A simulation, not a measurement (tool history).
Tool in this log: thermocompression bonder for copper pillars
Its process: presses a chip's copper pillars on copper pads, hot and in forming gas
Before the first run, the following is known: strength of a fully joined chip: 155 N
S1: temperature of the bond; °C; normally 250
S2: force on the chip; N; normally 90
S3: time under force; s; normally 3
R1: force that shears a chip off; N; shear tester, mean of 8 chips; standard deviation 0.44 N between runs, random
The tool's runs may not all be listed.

run   hour   S1   S2  S3     R1
  1      0  250   90   3   79.4
       2.5  -- forming gas filter changed
  2   10.8  250   90   3   80.5
  3   23.9  250   90   3   80.2
  4   38.7  250   90   3   79.5
  5   46.7  254   90   3   82.7
  6   57.8  254   90   3     84
  7   65.7  250   90   3   80.2
  8   78.7  250   90   3   80.7
  9     91  250   90   3     81
 10  103.8  250   80   3   74.4
 11  111.7  250   90   3   80.8
 12    126  250  116   3   96.2
 13  137.8  250  116   3   95.5
 14  146.4  250  116   3   95.9
 15  163.7  250  116   3   96.4
 16  180.8  250   58   3   58.8
     184.5  -- gauge calibrated
 17  194.4  250   58   3   56.9
 18  205.9  250   58   3   57.7
 19  222.1  250   58   3     58
 20  238.4  250   58   3   57.1
 21  247.5  221   90   3   55.7
 22  255.1  221   90   3     56
 23  270.3  225   90   3   59.1
       283  -- heater calibrated with a thermocouple chip
 24  288.8  249  128   2   89.1
 25  303.9  249  128   2   88.4
 26  312.9  245   83   3     72
 27  326.4  245  113   6  109.1
 28  343.8  250   79   3   73.7
 29  355.7  248  113   3     92
 30  368.1  248  113   3   92.5
 31  384.7  277  115   2  108.9
 32  395.2  250   90   2   70.9
 33  410.1  253   57   2   51.5
 34  424.9  253   57   2   51.6

Estimate the outcome of run 35 from the log above:
 35  436.8  253  57   2   ?

For run 35 the tool returned R1 51.7 N.
If the tool had no hidden condition, the same run with the same run-to-run variation would have returned R1 49.8 N.
